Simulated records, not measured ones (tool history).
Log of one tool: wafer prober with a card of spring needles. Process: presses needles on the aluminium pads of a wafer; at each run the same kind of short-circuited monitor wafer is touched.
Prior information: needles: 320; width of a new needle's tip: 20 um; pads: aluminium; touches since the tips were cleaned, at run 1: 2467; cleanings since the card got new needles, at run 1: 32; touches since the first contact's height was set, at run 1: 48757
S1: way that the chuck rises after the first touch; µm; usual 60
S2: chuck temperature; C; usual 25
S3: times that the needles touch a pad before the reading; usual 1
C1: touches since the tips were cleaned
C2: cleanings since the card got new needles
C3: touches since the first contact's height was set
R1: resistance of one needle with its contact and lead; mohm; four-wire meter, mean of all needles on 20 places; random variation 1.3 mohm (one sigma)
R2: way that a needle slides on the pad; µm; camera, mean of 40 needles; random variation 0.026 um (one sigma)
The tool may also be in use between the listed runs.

run	hour	S1	S2	S3	C1	C2	C3	R1	R2
1	0.0	60	25	1	2467	32	48757	150	14.39
# hour 24.7: tips cleaned on abrasive film
# hour 55.1: tips cleaned on abrasive film
2	74.8	60	25	1	5880	34	71083	203	14.32
# hour 86.8: tips cleaned on abrasive film
# hour 119.3: tips cleaned on abrasive film
3	126.9	60	25	1	2262	36	86604	165	14.29
# hour 143.0: height of the first contact set anew
# hour 151.3: tips cleaned on abrasive film
4	165.7	60	25	1	4307	37	6762	181	14.50
# hour 183.3: tips cleaned on abrasive film
5	202.8	60	25	1	5840	38	17828	203	14.49
# hour 213.5: tips cleaned on abrasive film
# hour 245.6: tips cleaned on abrasive film, once more
# hour 274.7: tips cleaned on abrasive film
6	274.8	60	25	1	29	41	39299	112	14.38
# hour 306.3: tips cleaned on abrasive film
7	319.8	60	25	1	4038	42	52716	188	14.35
# hour 338.3: tips cleaned on abrasive film
# hour 371.3: tips cleaned on abrasive film
8	389.4	40	25	1	5434	44	73508	324	9.48
# hour 401.9: tips cleaned on abrasive film
# hour 430.8: tips cleaned on abrasive film
9	430.8	60	25	1	0	46	85822	111	14.26
# hour 447.8: height of the first contact set anew
# hour 464.1: tips cleaned on abrasive film
10	476.9	60	25	1	3837	47	8687	190	14.53
# hour 492.9: tips cleaned on abrasive film
# hour 521.8: tips cleaned on abrasive film
# hour 554.1: tips cleaned on abrasive film
11	556.3	60	25	1	668	50	32361	126	14.46
# hour 587.2: tips cleaned on abrasive film
12	608.8	60	25	1	6465	51	48038	204	14.38
# hour 617.5: tips cleaned on abrasive film
13	641.7	60	25	1	7245	52	57866	213	14.38
# hour 648.1: tips cleaned on abrasive film
# hour 677.4: tips cleaned on abrasive film
14	696.8	73	25	2	5803	54	74290	144	17.50
# hour 708.3: tips cleaned on abrasive film
# hour 739.7: tips cleaned on abrasive film
# hour 752.6: height of the first contact set anew
# hour 768.8: tips cleaned on abrasive film
15	776.2	73	25	2	2220	57	7031	130	17.70
# hour 801.9: tips cleaned on abrasive film
# hour 833.8: tips cleaned on abrasive film
16	843.6	59	25	2	2926	59	27125	142	14.23
# hour 865.1: tips cleaned on abrasive film
# hour 895.6: tips cleaned on abrasive film
17	903.1	59	25	2	2239	61	44873	142	14.17
# hour 925.2: tips cleaned on abrasive film
18	947.2	69	28	3	6584	62	58068	134	16.55
# hour 958.2: tips cleaned on abrasive film
# hour 993.2: tips cleaned on abrasive film
19	1012.3	49	114	1	5728	64	77480	245	11.61
# hour 1023.6: tips cleaned on abrasive film
# hour 1055.0: tips cleaned on abrasive film
# hour 1062.3: height of the first contact set anew
20	1066.9	49	114	1	3474	66	1370	223	11.87
# hour 1088.4: tips cleaned on abrasive film
# hour 1118.0: tips cleaned on abrasive film
21	1138.4	64	55	3	6096	68	22709	140	15.44
# hour 1149.0: tips cleaned on abrasive film
# hour 1182.0: tips cleaned on abrasive film
# hour 1212.4: tips cleaned on abrasive film
22	1215.9	64	55	3	1052	71	45828	120	15.33
# hour 1246.8: tips cleaned on abrasive film
# hour 1275.2: tips cleaned on abrasive film
23	1280.5	63	25	2	1582	73	65076	134	15.08
# hour 1308.8: tips cleaned on abrasive film
# hour 1340.2: tips cleaned on abrasive film
24	1360.3	43	26	3	6013	75	88910	180	10.22
# hour 1369.4: tips cleaned on abrasive film
# hour 1369.7: height of the first contact set anew
# hour 1399.2: tips cleaned on abrasive film
# hour 1428.5: tips cleaned on abrasive film
25	1428.5	43	26	3	0	78	17539	115	10.38
# hour 1458.6: tips cleaned on abrasive film
# hour 1487.2: tips cleaned on abrasive film
26	1499.3	43	29	1	3624	80	38674	276	10.31

Each row is a separate what-if for the run after 26, all from the same tool condition, not one after another. Results?
# hour 1517.9: tips cleaned on abrasive film
# hour 1547.2: tips cleaned on abrasive film
A	1572.7	43	34	1	7626	82	60576	?	?
# hour 1517.9: tips cleaned on abrasive film
# hour 1547.2: tips cleaned on abrasive film
B	1572.7	43	28	1	7626	82	60576	?	?
# hour 1517.9: tips cleaned on abrasive film
# hour 1547.2: tips cleaned on abrasive film
C	1572.7	46	29	1	7626	82	60576	?	?

run	R1	R2
A	326	10.24
B	330	10.25
C	303	10.98
The same runs, with their run-to-run variation unchanged, on a tool lacking any hidden condition would have given:
run	R1	R2
A	107	10.41
B	108	10.42
C	107	11.15
